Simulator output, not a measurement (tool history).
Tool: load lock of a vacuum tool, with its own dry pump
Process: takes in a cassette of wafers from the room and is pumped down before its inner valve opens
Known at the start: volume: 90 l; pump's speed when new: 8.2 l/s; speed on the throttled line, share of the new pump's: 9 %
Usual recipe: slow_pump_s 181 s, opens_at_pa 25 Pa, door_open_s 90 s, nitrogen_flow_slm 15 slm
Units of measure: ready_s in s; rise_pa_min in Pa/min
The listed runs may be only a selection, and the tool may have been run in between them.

run	hour	slow_pump_s	opens_at_pa	door_open_s	nitrogen_flow_slm	incoming humidity of the room's air, %	ready_s	rise_pa_min
1	0	181	25	90	15	45.2	268.5	0.116
2	244.6	181	25	90	5	38.9	269.9	0.117
3	423.3	181	25	90	5	43.5	273.1	0.123
4	676.7	181	25	90	16	44.3	271.3	0.121
5	949.5	181	25	90	16	44.3	271.6	0.128
6	1098.8	181	25	90	15	42.5	270.8	0.13
7	1287.4	181	25	90	15	50	271.1	0.139
8	1452.4	181	25	90	15	43.3	271.7	0.136
9	1666.6	181	25	90	15	46.8	271.4	0.149
10	1945.3	181	25	90	5	43.2	273.8	0.154
11	2078.4	181	38	60	15	42	268.5	0.136

For run 12, what comes out?
12	2332.6	181	38	60	15	43	?	?

ready_s: 269.8 s
rise_pa_min: 0.139 Pa/min
On a tool with no hidden condition, and with the same random variation, this run would have come out at ready_s 253 s, rise_pa_min 0.021 Pa/min.
